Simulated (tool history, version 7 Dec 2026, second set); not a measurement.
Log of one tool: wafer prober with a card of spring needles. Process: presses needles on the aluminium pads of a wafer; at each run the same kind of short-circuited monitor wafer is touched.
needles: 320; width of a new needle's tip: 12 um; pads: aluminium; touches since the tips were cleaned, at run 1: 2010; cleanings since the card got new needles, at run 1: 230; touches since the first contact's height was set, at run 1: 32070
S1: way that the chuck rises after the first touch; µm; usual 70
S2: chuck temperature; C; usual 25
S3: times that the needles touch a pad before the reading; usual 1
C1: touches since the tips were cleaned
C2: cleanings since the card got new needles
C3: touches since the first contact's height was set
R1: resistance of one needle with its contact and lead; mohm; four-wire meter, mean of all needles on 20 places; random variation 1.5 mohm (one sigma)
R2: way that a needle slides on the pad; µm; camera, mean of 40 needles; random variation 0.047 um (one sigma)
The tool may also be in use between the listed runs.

| run | hour | S1 | S2 | S3 | C1 | C2 | C3 | R1 | R2 |
|---|---|---|---|---|---|---|---|---|---|
| 1 | 0 | 70 | 25 | 1 | 2010 | 230 | 32070 | 228 | 9.17 |
|  | 1.3 | tips cleaned on abrasive film |
|  | 6.4 | tips cleaned on abrasive film |
|  | 12.8 | tips cleaned on abrasive film |
|  | 19.1 | tips cleaned on abrasive film |
| 2 | 22.8 | 70 | 25 | 1 | 1699 | 234 | 42438 | 222 | 9.18 |
|  | 25.4 | tips cleaned on abrasive film |
|  | 31.7 | tips cleaned on abrasive film |
|  | 38 | tips cleaned on abrasive film |
|  | 44.4 | tips cleaned on abrasive film |
| 3 | 48.3 | 62 | 25 | 1 | 1812 | 238 | 54078 | 253 | 8 |
|  | 49.6 | tips cleaned on abrasive film |
|  | 56 | tips cleaned on abrasive film |
|  | 61.1 | tips cleaned on abrasive film |
|  | 67.4 | tips cleaned on abrasive film |
|  | 73.7 | tips cleaned on abrasive film |
|  | 80.1 | tips cleaned on abrasive film |
| 4 | 83.2 | 62 | 25 | 1 | 1447 | 244 | 69977 | 244 | 7.99 |
|  | 85.8 | tips cleaned on abrasive film |
|  | 92.1 | tips cleaned on abrasive film |
|  | 98.5 | tips cleaned on abrasive film |
|  | 104.8 | tips cleaned on abrasive film |
|  | 109.9 | tips cleaned on abrasive film |
|  | 115 | tips cleaned on abrasive film |
|  | 119 | height of the first contact set anew |
|  | 121.6 | tips cleaned on abrasive film |
| 5 | 123.8 | 62 | 25 | 1 | 1038 | 251 | 2194 | 210 | 8.22 |
|  | 127.7 | tips cleaned on abrasive film |
|  | 134 | tips cleaned on abrasive film |
|  | 140.4 | tips cleaned on abrasive film |
|  | 146.7 | tips cleaned on abrasive film |
|  | 153 | tips cleaned on abrasive film |
|  | 158.1 | tips cleaned on abrasive film |
|  | 164.5 | tips cleaned on abrasive film |
| 6 | 165.8 | 62 | 25 | 1 | 613 | 258 | 21305 | 200 | 8.26 |
|  | 169.6 | tips cleaned on abrasive film |
|  | 176 | tips cleaned on abrasive film |
|  | 181 | tips cleaned on abrasive film |
|  | 187.4 | tips cleaned on abrasive film |
|  | 193.7 | tips cleaned on abrasive film |
|  | 198.8 | tips cleaned on abrasive film |
|  | 204.4 | tips cleaned on abrasive film |
| 7 | 204.4 | 55 | 25 | 2 | 0 | 265 | 38866 | 151 | 7.16 |
|  | 210.7 | tips cleaned on abrasive film |
|  | 215.8 | tips cleaned on abrasive film |
|  | 222.1 | tips cleaned on abrasive film |
|  | 227.2 | tips cleaned on abrasive film |
|  | 233.6 | tips cleaned on abrasive film |
|  | 238.6 | tips cleaned on abrasive film |
| 8 | 239.8 | 55 | 25 | 2 | 527 | 271 | 55000 | 182 | 7.17 |
|  | 244.9 | tips cleaned on abrasive film |
|  | 251.2 | tips cleaned on abrasive film |
|  | 256.3 | tips cleaned on abrasive film |
|  | 261.4 | tips cleaned on abrasive film |
| 9 | 265.4 | 59 | 77 | 2 | 1858 | 275 | 66686 | 226 | 7.61 |
|  | 266.7 | tips cleaned on abrasive film |
|  | 273.1 | tips cleaned on abrasive film |
|  | 279.4 | tips cleaned on abrasive film |
|  | 285.8 | tips cleaned on abrasive film |
|  | 290.8 | tips cleaned on abrasive film |
| 10 | 291.1 | 59 | 77 | 2 | 120 | 280 | 78366 | 167 | 7.51 |
|  | 296.2 | tips cleaned on abrasive film |
|  | 301.3 | tips cleaned on abrasive film |
|  | 307.6 | tips cleaned on abrasive film |
|  | 307.9 | height of the first contact set anew |
|  | 314.3 | tips cleaned on abrasive film |
|  | 320.6 | tips cleaned on abrasive film |
| 11 | 324.6 | 77 | 97 | 2 | 1870 | 285 | 7651 | 194 | 10.16 |

5 ways to go on from here, each from the tool as it stands after run 11. What would each give?
|  | 326 | tips cleaned on abrasive film |
|  | 331.1 | tips cleaned on abrasive film |
|  | 337.4 | tips cleaned on abrasive film |
|  | 342.5 | tips cleaned on abrasive film |
| A | 343.2 | 70 | 44 | 1 | 349 | 289 | 16094 | ? | ? |
|  | 326 | tips cleaned on abrasive film |
|  | 331.1 | tips cleaned on abrasive film |
|  | 337.4 | tips cleaned on abrasive film |
|  | 342.5 | tips cleaned on abrasive film |
| B | 343.2 | 84 | 39 | 2 | 349 | 289 | 16094 | ? | ? |
|  | 326 | tips cleaned on abrasive film |
|  | 331.1 | tips cleaned on abrasive film |
|  | 337.4 | tips cleaned on abrasive film |
|  | 342.5 | tips cleaned on abrasive film |
| C | 343.2 | 77 | 56 | 2 | 349 | 289 | 16094 | ? | ? |
|  | 326 | tips cleaned on abrasive film |
|  | 331.1 | tips cleaned on abrasive film |
|  | 337.4 | tips cleaned on abrasive film |
|  | 342.5 | tips cleaned on abrasive film |
| D | 343.2 | 70 | 25 | 3 | 349 | 289 | 16094 | ? | ? |
|  | 326 | tips cleaned on abrasive film |
|  | 331.1 | tips cleaned on abrasive film |
|  | 337.4 | tips cleaned on abrasive film |
|  | 342.5 | tips cleaned on abrasive film |
| E | 343.2 | 77 | 84 | 2 | 349 | 289 | 16094 | ? | ? |

| run | R1 | R2 |
|---|---|---|
| A | 177 | 9.26 |
| B | 154 | 11.28 |
| C | 160 | 10.29 |
| D | 155 | 9.38 |
| E | 166 | 10.26 |
Without the tool's hidden state the same runs would have given:
| run | R1 | R2 |
|---|---|---|
| A | 135 | 9.33 |
| B | 133 | 11.35 |
| C | 136 | 10.37 |
| D | 134 | 9.45 |
| E | 142 | 10.33 |

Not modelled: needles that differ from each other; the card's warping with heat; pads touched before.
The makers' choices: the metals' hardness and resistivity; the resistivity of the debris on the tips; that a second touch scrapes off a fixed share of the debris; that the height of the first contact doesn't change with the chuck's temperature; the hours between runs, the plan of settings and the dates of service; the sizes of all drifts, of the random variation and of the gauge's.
